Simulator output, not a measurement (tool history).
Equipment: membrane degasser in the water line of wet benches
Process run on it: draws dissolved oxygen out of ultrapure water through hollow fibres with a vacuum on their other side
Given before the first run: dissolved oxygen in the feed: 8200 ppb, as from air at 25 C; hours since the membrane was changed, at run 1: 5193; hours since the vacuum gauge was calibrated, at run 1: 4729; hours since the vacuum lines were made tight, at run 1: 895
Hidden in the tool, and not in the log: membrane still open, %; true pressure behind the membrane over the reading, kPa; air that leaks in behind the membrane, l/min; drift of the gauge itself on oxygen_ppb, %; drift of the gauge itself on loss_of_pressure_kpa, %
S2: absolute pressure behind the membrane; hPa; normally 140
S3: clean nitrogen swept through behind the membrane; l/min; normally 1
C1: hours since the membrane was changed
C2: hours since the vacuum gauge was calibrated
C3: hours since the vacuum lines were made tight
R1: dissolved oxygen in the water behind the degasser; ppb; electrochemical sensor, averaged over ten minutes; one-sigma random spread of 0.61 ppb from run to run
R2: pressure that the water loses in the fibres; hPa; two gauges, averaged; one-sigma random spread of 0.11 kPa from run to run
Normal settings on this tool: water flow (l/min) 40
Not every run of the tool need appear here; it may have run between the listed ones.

Run 1, day 0: usual settings; C1 5193; C2 4729; C3 895. Result: R1 803.6 ppb, R2 256.1 hPa.
Run 2, day 5.95: usual settings; C1 5335; C2 4872; C3 1037. Result: R1 802.9 ppb, R2 255.8 hPa.
Run 3, day 16.521: usual settings; C1 5589; C2 5125; C3 1291. Result: R1 804 ppb, R2 257 hPa.
At day 24.233: vacuum gauge calibrated.
Run 4, day 27.071: usual settings; C1 5842; C2 68; C3 1544. Result: R1 803.9 ppb, R2 257.7 hPa.
Run 5, day 33.267: usual settings; C1 5990; C2 217; C3 1692. Result: R1 802.5 ppb, R2 255.5 hPa.
Run 6, day 42.004: usual settings but S2 155 hPa; C1 6200; C2 427; C3 1902. Result: R1 904.9 ppb, R2 256.8 hPa.
Run 7, day 49.096: usual settings but water flow (l/min) 37; C1 6370; C2 597; C3 2072. Result: R1 757 ppb, R2 238.2 hPa.
Run 8, day 54.379: usual settings but S2 115 hPa; C1 6497; C2 723; C3 2199. Result: R1 630.5 ppb, R2 256.6 hPa.
Run 9, day 62.717: usual settings but S2 115 hPa; C1 6697; C2 924; C3 2399. Result: R1 630.8 ppb, R2 256.4 hPa.
Run 10, day 72.458: usual settings but S2 115 hPa; C1 6931; C2 1157; C3 2633. Result: R1 630.6 ppb, R2 256.4 hPa.
Run 11, day 80.533: usual settings but S2 226 hPa; C1 7125; C2 1351; C3 2827. Result: R1 1347.3 ppb, R2 255.8 hPa.
Run 12, day 87.412: usual settings but S3 1.37 l/min; C1 7290; C2 1516; C3 2992. Result: R1 630.5 ppb, R2 255.5 hPa.
Run 13, day 91.962: usual settings but water flow (l/min) 32, S2 211 hPa, S3 1.58 l/min; C1 7399; C2 1625; C3 3101. Result: R1 744.4 ppb, R2 203.8 hPa.
Run 14, day 98.192: usual settings but water flow (l/min) 32, S2 211 hPa, S3 1.58 l/min; C1 7549; C2 1775; C3 3251. Result: R1 745.7 ppb, R2 205.2 hPa.
Run 15, day 104.796: usual settings but S3 0.68 l/min; C1 7707; C2 1933; C3 3409. Result: R1 1056.1 ppb, R2 256.1 hPa.
Run 16, day 112.112: usual settings but S3 1.66 l/min; C1 7883; C2 2109; C3 3585. Result: R1 541.5 ppb, R2 256.1 hPa.
Run 17, day 119.767: usual settings but water flow (l/min) 62, S2 302 hPa, S3 2.17 l/min; C1 8066; C2 2293; C3 3768. Result: R1 1408.9 ppb, R2 395.2 hPa.
Run 18, day 124.708: usual settings but water flow (l/min) 45, S2 110 hPa; C1 8185; C2 2411; C3 3887. Result: R1 650.5 ppb, R2 288.9 hPa.
Run 19, day 134.233: usual settings but water flow (l/min) 61, S2 208 hPa; C1 8414; C2 2640; C3 4116. Result: R1 1658 ppb, R2 391.8 hPa.
Run 20, day 140.05: usual settings but water flow (l/min) 61, S2 208 hPa; C1 8553; C2 2780; C3 4255. Result: R1 1655.9 ppb, R2 390.3 hPa.
Run 21, day 144.662: usual settings but S3 1.03 l/min; C1 8664; C2 2890; C3 4366. Result: R1 785.7 ppb, R2 256.1 hPa.
Run 22, day 150.138: usual settings but S3 0.93 l/min; C1 8795; C2 3022; C3 4497. Result: R1 847 ppb, R2 255.6 hPa.
Run 23, day 156.488: usual settings but water flow (l/min) 28; C1 8948; C2 3174; C3 4650. Result: R1 607.1 ppb, R2 178.4 hPa.
Run 24, day 163.154: usual settings but S3 0.58 l/min; C1 9108; C2 3334; C3 4810. Result: R1 1171.9 ppb, R2 255.3 hPa.

What if the next run were any one of these 5? Each begins from the tool's condition after run 24:
Run A, day 168.354: usual settings but water flow (l/min) 35; C1 9233; C2 3459; C3 4935. Result: R1 ?, R2 ?.
Run B, day 168.354: usual settings but water flow (l/min) 25, S2 283 hPa, S3 2.01 l/min; C1 9233; C2 3459; C3 4935. Result: R1 ?, R2 ?.
Run C, day 168.354: usual settings but water flow (l/min) 38, S2 334 hPa, S3 0.44 l/min; C1 9233; C2 3459; C3 4935. Result: R1 ?, R2 ?.
Run D, day 168.354: usual settings but water flow (l/min) 39, S2 151 hPa; C1 9233; C2 3459; C3 4935. Result: R1 ?, R2 ?.
Run E, day 168.354: usual settings but S2 120 hPa, S3 1.82 l/min; C1 9233; C2 3459; C3 4935. Result: R1 ?, R2 ?.

run      R1     R2
  A   725.8    224
  B   674.8  161.1
  C  3059.8  244.7
  D   860.9  248.8
  E   414.3    257
Take away the tool's hidden state, keep each run's random variation, and the runs would have read:
run      R1     R2
  A   725.7  223.9
  B   674.7    161
  C  3059.8  244.6
  D   860.8  248.7
  E   414.3  256.8
